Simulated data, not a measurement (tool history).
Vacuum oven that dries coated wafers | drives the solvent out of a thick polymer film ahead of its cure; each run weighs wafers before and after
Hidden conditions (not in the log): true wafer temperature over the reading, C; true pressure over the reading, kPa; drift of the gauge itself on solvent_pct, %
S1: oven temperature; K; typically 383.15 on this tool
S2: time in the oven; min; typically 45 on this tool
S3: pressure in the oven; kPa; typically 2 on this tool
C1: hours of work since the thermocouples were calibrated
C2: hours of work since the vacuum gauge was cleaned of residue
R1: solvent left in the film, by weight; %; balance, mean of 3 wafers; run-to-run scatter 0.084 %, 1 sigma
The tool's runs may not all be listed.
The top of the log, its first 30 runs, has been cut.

| run | hour | S1 | S2 | S3 | C1 | C2 | R1 |
|---|---|---|---|---|---|---|---|
| 31 | 982.4 | 371.15 | 43 | 3.17 | 273 | 1051 | 12.78 |
| 32 | 1016.4 | 371.15 | 43 | 3.17 | 289 | 1068 | 12.71 |
|  | 1021.8 | vacuum gauge cleaned of residue and calibrated |
| 33 | 1044.5 | 374.15 | 37 | 5.27 | 303 | 11 | 15.66 |
| 34 | 1089.8 | 388.15 | 64 | 2 | 325 | 33 | 5.11 |
| 35 | 1119.1 | 381.15 | 23 | 1.83 | 339 | 48 | 9.79 |
| 36 | 1162.8 | 381.15 | 23 | 1.83 | 361 | 69 | 9.75 |
|  | 1176.4 | vacuum gauge cleaned of residue and calibrated, once more |
| 37 | 1204.4 | 372.15 | 23 | 5.87 | 381 | 14 | 15.75 |
| 38 | 1250.9 | 396.15 | 27 | 1.75 | 403 | 37 | 5.52 |
| 39 | 1290.5 | 369.15 | 45 | 2 | 423 | 56 | 10.33 |
| 40 | 1327.7 | 383.15 | 45 | 2.32 | 441 | 75 | 7.32 |
| 41 | 1366 | 383.15 | 38 | 1.95 | 460 | 93 | 7.36 |
| 42 | 1406.1 | 383.15 | 36 | 2.03 | 480 | 113 | 7.65 |
| 43 | 1431.4 | 379.15 | 36 | 4.84 | 492 | 126 | 12.89 |
| 44 | 1471.9 | 379.15 | 36 | 4.84 | 512 | 146 | 12.87 |
| 45 | 1504.2 | 395.15 | 48 | 7.61 | 528 | 161 | 10.89 |
| 46 | 1545.3 | 396.15 | 33 | 1.26 | 548 | 182 | 4.31 |
| 47 | 1587.1 | 391.15 | 65 | 4.82 | 569 | 202 | 7.95 |

Each row is a separate what-if for the run after 47, all from the same tool condition, not one after another. Results?
| A | 1614.5 | 383.15 | 45 | 1.5 | 583 | 216 | ? |
| B | 1614.5 | 378.15 | 31 | 5.5 | 583 | 216 | ? |
| C | 1614.5 | 391.15 | 50 | 2.47 | 583 | 216 | ? |
| D | 1614.5 | 383.15 | 68 | 2 | 583 | 216 | ? |

| run | R1 |
|---|---|
| A | 6.26 |
| B | 14.42 |
| C | 5.39 |
| D | 5.67 |
Had the tool no hidden state, the same runs would have come out as:
| run | R1 |
|---|---|
| A | 6.06 |
| B | 14.19 |
| C | 5.22 |
| D | 5.47 |

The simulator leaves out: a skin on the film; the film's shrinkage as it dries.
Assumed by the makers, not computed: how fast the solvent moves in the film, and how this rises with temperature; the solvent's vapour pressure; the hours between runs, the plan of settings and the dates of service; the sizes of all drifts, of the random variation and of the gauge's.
